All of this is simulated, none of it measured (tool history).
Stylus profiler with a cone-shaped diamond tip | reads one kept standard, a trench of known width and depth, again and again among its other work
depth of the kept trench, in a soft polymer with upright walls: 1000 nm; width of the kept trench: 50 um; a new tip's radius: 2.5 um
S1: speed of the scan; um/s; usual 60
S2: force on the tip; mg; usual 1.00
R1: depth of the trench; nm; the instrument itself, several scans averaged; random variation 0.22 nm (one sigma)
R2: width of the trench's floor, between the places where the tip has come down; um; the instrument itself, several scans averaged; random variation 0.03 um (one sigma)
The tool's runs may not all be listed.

{"run": 1, "hour": 0.0, "S1": 60, "S2": 1.0, "R1": 1006.06, "R2": 43.46}
{"run": 2, "hour": 19.9, "S1": 60, "S2": 2.07, "R1": 1007.75, "R2": 43.64}
{"run": 3, "hour": 44.8, "S1": 60, "S2": 2.07, "R1": 1007.69, "R2": 43.54}
{"run": 4, "hour": 59.0, "S1": 60, "S2": 2.07, "R1": 1007.64, "R2": 43.57}
{"run": 5, "hour": 84.1, "S1": 60, "S2": 1.53, "R1": 1006.57, "R2": 43.44}
{"run": 6, "hour": 109.0, "S1": 21, "S2": 1.0, "R1": 1006.01, "R2": 43.65}
{"run": 7, "hour": 136.0, "S1": 21, "S2": 1.0, "R1": 1005.73, "R2": 43.65}
{"run": 8, "hour": 149.9, "S1": 21, "S2": 1.0, "R1": 1005.85, "R2": 43.67}
{"run": 9, "hour": 174.7, "S1": 21, "S2": 1.0, "R1": 1006.45, "R2": 43.58}
{"run": 10, "hour": 193.3, "S1": 60, "S2": 1.0, "R1": 1005.96, "R2": 43.19}
{"run": 11, "hour": 210.2, "S1": 60, "S2": 0.84, "R1": 1005.97, "R2": 43.04}
{"run": 12, "hour": 227.7, "S1": 60, "S2": 1.32, "R1": 1006.22, "R2": 43.18}
{"run": 13, "hour": 252.3, "S1": 60, "S2": 1.32, "R1": 1006.58, "R2": 43.15}
{"run": 14, "hour": 273.1, "S1": 60, "S2": 1.32, "R1": 1006.92, "R2": 43.13}
{"run": 15, "hour": 290.9, "S1": 60, "S2": 0.68, "R1": 1005.38, "R2": 42.91}
{"run": 16, "hour": 314.6, "S1": 225, "S2": 0.83, "R1": 1005.64, "R2": 41.05}
{"run": 17, "hour": 338.8, "S1": 225, "S2": 0.83, "R1": 1005.92, "R2": 40.99}
{"run": 18, "hour": 362.7, "S1": 38, "S2": 1.24, "R1": 1006.89, "R2": 43.16}
{"run": 19, "hour": 385.0, "S1": 38, "S2": 1.24, "R1": 1006.86, "R2": 43.18}
{"run": 20, "hour": 409.4, "S1": 35, "S2": 1.0, "R1": 1006.31, "R2": 43.17}
{"run": 21, "hour": 438.0, "S1": 78, "S2": 2.46, "R1": 1009.47, "R2": 42.91}
{"run": 22, "hour": 462.5, "S1": 60, "S2": 0.91, "R1": 1006.17, "R2": 42.77}

Forecast each of these 4 alternatives for the next run:
{"run": "A", "hour": 476.2, "S1": 139, "S2": 0.91, "R1": "?", "R2": "?"}
{"run": "B", "hour": 476.2, "S1": 52, "S2": 0.98, "R1": "?", "R2": "?"}
{"run": "C", "hour": 476.2, "S1": 53, "S2": 0.91, "R1": "?", "R2": "?"}
{"run": "D", "hour": 476.2, "S1": 37, "S2": 0.63, "R1": "?", "R2": "?"}

run=A R1=1005.74 R2=41.85
run=B R1=1006.56 R2=42.78
run=C R1=1006.25 R2=42.81
run=D R1=1005.67 R2=42.88
Without the tool's hidden state the same runs would have given:
run=A R1=1002.68 R2=44.48
run=B R1=1003.50 R2=45.42
run=C R1=1003.19 R2=45.44
run=D R1=1002.61 R2=45.51

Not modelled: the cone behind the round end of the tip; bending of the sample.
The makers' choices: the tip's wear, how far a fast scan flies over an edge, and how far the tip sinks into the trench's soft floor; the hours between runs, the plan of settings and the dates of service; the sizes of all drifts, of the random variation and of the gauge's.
